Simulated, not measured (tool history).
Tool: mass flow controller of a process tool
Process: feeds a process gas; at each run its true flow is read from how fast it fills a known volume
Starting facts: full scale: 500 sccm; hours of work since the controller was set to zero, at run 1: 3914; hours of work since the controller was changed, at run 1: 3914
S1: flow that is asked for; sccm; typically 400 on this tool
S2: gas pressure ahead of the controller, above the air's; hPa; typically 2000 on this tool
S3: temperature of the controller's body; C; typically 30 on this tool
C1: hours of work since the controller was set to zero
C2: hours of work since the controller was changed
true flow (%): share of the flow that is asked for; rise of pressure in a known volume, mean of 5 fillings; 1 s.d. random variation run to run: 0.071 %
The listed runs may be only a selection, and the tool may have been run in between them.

run 1 hour=0 | S1=400 S2=2000 S3=30 | C1=3914 C2=3914 | true_flow_(%)=103.5
run 2 hour=227 | S1=400 S2=2000 S3=30 | C1=4020 C2=4020 | true_flow_(%)=103.65
run 3 hour=565.9 | S1=400 S2=2430 S3=30 | C1=4177 C2=4177 | true_flow_(%)=104.04
run 4 hour=792.8 | S1=400 S2=2000 S3=30 | C1=4283 C2=4283 | true_flow_(%)=103.88
run 5 hour=1207.7 | S1=400 S2=1600 S3=30 | C1=4476 C2=4476 | true_flow_(%)=104.06
run 6 hour=1580.5 | S1=400 S2=2210 S3=30 | C1=4650 C2=4650 | true_flow_(%)=104.44
run 7 hour=2033.7 | S1=400 S2=2210 S3=34 | C1=4861 C2=4861 | true_flow_(%)=104.97
run 8 hour=2262.1 | S1=400 S2=2210 S3=34 | C1=4967 C2=4967 | true_flow_(%)=105.09
run 9 hour=2652.2 | S1=400 S2=2210 S3=20 | C1=5149 C2=5149 | true_flow_(%)=103.77
run 10 hour=2950.6 | S1=400 S2=2340 S3=30 | C1=5288 C2=5288 | true_flow_(%)=104.91
run 11 hour=3147.3 | S1=400 S2=2340 S3=30 | C1=5380 C2=5380 | true_flow_(%)=104.96
run 12 hour=3591.1 | S1=400 S2=2340 S3=30 | C1=5586 C2=5586 | true_flow_(%)=105.1
-- hour=3640.8 controller exchanged for a calibrated one
run 13 hour=3994.4 | S1=400 S2=2340 S3=30 | C1=165 C2=165 | true_flow_(%)=100.3
run 14 hour=4360.4 | S1=400 S2=2000 S3=30 | C1=335 C2=335 | true_flow_(%)=100.37
run 15 hour=4729.6 | S1=400 S2=2000 S3=30 | C1=507 C2=507 | true_flow_(%)=100.48
run 16 hour=5043.9 | S1=400 S2=2240 S3=30 | C1=654 C2=654 | true_flow_(%)=100.83
run 17 hour=5459.5 | S1=85 S2=2000 S3=30 | C1=847 C2=847 | true_flow_(%)=100.09
run 18 hour=5859.4 | S1=85 S2=2000 S3=30 | C1=1033 C2=1033 | true_flow_(%)=100.31
run 19 hour=6281.8 | S1=400 S2=2000 S3=35 | C1=1230 C2=1230 | true_flow_(%)=101.73
run 20 hour=6741.6 | S1=400 S2=2000 S3=35 | C1=1444 C2=1444 | true_flow_(%)=101.8
run 21 hour=6982.2 | S1=300 S2=2000 S3=30 | C1=1556 C2=1556 | true_flow_(%)=101.08
run 22 hour=7441.6 | S1=400 S2=2000 S3=30 | C1=1770 C2=1770 | true_flow_(%)=101.53
run 23 hour=7693.5 | S1=400 S2=2000 S3=28 | C1=1888 C2=1888 | true_flow_(%)=101.47
run 24 hour=7972.7 | S1=400 S2=2000 S3=28 | C1=2018 C2=2018 | true_flow_(%)=101.61
run 25 hour=8402.6 | S1=400 S2=2000 S3=28 | C1=2218 C2=2218 | true_flow_(%)=101.68
run 26 hour=8754.1 | S1=189 S2=1780 S3=30 | C1=2382 C2=2382 | true_flow_(%)=101.8
run 27 hour=8992.4 | S1=101 S2=1780 S3=25 | C1=2493 C2=2493 | true_flow_(%)=101.73
run 28 hour=9384.8 | S1=478 S2=1890 S3=38 | C1=2675 C2=2675 | true_flow_(%)=103.44
run 29 hour=9800.5 | S1=253 S2=2570 S3=38 | C1=2869 C2=2869 | true_flow_(%)=103.4
run 30 hour=10188.4 | S1=407 S2=1660 S3=27 | C1=3050 C2=3050 | true_flow_(%)=102.4
run 31 hour=10383.9 | S1=305 S2=1440 S3=26 | C1=3141 C2=3141 | true_flow_(%)=102.04
run 32 hour=10791.7 | S1=305 S2=2770 S3=33 | C1=3331 C2=3331 | true_flow_(%)=103.36
run 33 hour=11059.6 | S1=100 S2=2160 S3=33 | C1=3455 C2=3455 | true_flow_(%)=104.03
run 34 hour=11453.3 | S1=268 S2=2000 S3=33 | C1=3639 C2=3639 | true_flow_(%)=103.3
run 35 hour=11692.1 | S1=400 S2=1560 S3=37 | C1=3750 C2=3750 | true_flow_(%)=103.93
run 36 hour=12135 | S1=398 S2=1560 S3=21 | C1=3956 C2=3956 | true_flow_(%)=102.39
run 37 hour=12480.7 | S1=398 S2=1560 S3=21 | C1=4117 C2=4117 | true_flow_(%)=102.55
run 38 hour=12777.1 | S1=103 S2=1560 S3=28 | C1=4255 C2=4255 | true_flow_(%)=104.39
run 39 hour=13089.1 | S1=103 S2=1560 S3=28 | C1=4401 C2=4401 | true_flow_(%)=104.62
run 40 hour=13516.3 | S1=103 S2=1560 S3=28 | C1=4600 C2=4600 | true_flow_(%)=104.72
run 41 hour=13819 | S1=103 S2=1560 S3=28 | C1=4741 C2=4741 | true_flow_(%)=104.9
run 42 hour=14091.4 | S1=103 S2=1560 S3=28 | C1=4868 C2=4868 | true_flow_(%)=105.19
run 43 hour=14429.2 | S1=193 S2=1740 S3=30 | C1=5025 C2=5025 | true_flow_(%)=104.4
run 44 hour=14836.5 | S1=400 S2=2510 S3=32 | C1=5215 C2=5215 | true_flow_(%)=105.05
run 45 hour=15274.2 | S1=81 S2=2000 S3=30 | C1=5419 C2=5419 | true_flow_(%)=107.11
run 46 hour=15600.3 | S1=89 S2=1760 S3=23 | C1=5570 C2=5570 | true_flow_(%)=106.16
-- hour=15695.8 controller exchanged for a calibrated one
run 47 hour=15893.1 | S1=89 S2=1760 S3=23 | C1=92 C2=92 | true_flow_(%)=98.34

Describe how what the log doesn't record of the tool's condition differs between the last listed run preceding each entry between runs and the first listed run following it.
From run 12 to run 13: controller exchanged for a calibrated one (hour 3640.8)
  flow at rest that the sensor doesn't see, % of full scale: 0.771 -> 0.035; true flow over the shown one, %: 3.98 -> 0
  measured less the result without the state, true flow (%): +4.94 -> +0.04
From run 46 to run 47: controller exchanged for a calibrated one (hour 15695.8)
  flow at rest that the sensor doesn't see, % of full scale: 0.746 -> 0.027; true flow over the shown one, %: 3.86 -> 0.14
  measured less the result without the state, true flow (%): +8.05 -> +0.29
